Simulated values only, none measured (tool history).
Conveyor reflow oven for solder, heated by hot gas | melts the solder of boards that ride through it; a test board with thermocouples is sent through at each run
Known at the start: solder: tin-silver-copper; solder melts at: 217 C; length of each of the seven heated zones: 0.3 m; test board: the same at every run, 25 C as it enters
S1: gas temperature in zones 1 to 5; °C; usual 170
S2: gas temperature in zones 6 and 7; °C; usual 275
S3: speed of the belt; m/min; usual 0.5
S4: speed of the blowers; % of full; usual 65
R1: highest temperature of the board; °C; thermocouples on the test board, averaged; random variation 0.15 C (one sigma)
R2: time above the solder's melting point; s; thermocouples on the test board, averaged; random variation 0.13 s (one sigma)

run     day   S1   S2     S3  S4     R1    R2
  1       0  170  275    0.5  65  250.1  48.8
  2   0.479  170  275    0.5  65  249.7  48.8
  3   1.275  170  275  0.508  65  249.4  47.5
  4   1.933  170  275  0.508  65  248.9  47.7
  5   2.446  170  275  0.508  65  249.3  47.5
  6   3.092  170  275  0.508  65  249.3  47.7
  7     3.5  170  275    0.5  65    250    49
  8   4.133  170  275  0.422  65  256.4  64.9
  9   4.529  170  275    0.5  65    250    49
 10   5.104  170  275  0.576  65  243.5  36.7
 11   5.804  170  275  0.576  65  243.3  36.4
 12   6.625  174  275    0.5  65  250.7    51
       7.45  -- flux residue cleaned out of gas plates and filters
 13   7.617  170  275  0.597  65  241.9  33.3
 14   8.242  170  275  0.597  65  241.5  33.8
 15     8.7  170  275  0.597  65  241.8  33.7
 16   9.492  170  275  0.597  65  241.6  33.5
 17      10  173  275  0.597  61  240.5  32.9
 18   10.65  173  275  0.597  61  240.5  32.7
 19  11.154  173  275  0.597  61  240.7  32.8
 20  11.812  173  275  0.597  61  240.4  32.7
 21  12.233  168  272  0.537  56  238.8  34.2
 22  12.933  170  275    0.5  85  257.2  55.4
 23  13.733  158  272    0.5  85  252.4  48.7
 24  14.279  170  268    0.5  65  244.5  44.1
 25  15.083  157  268  0.458  65  244.7  45.8
 26  15.896  163  264   0.42  83  251.4  60.5
 27    16.3  170  265    0.5  65  241.6    42
     16.767  -- flux residue cleaned out of gas plates and filters
 28  16.958  170  265    0.5  65  241.7    42
 29  17.388  170  275    0.6  65  241.3  33.3
 30  17.912  170  275    0.6  65  241.2  33.2
 31  18.421  170  275  0.478  84  258.3    59
     18.896  -- belt drive overhauled, speed set with a stopwatch
 32  19.233  170  275  0.478  84    258  58.8

Forecast each of these 3 alternatives for the next run:
  A  19.608  170  275  0.478  56   ?   ?
  B  19.608  170  275    0.5  57   ?   ?
  C  19.608  175  275    0.5  65   ?   ?

run     R1    R2
  A  247.2  48.4
  B  245.8    45
  C    251  51.5
Without the tool's hidden state the same runs would have given:
run     R1    R2
  A  247.3  48.5
  B  245.9  45.1
  C  251.2  51.6
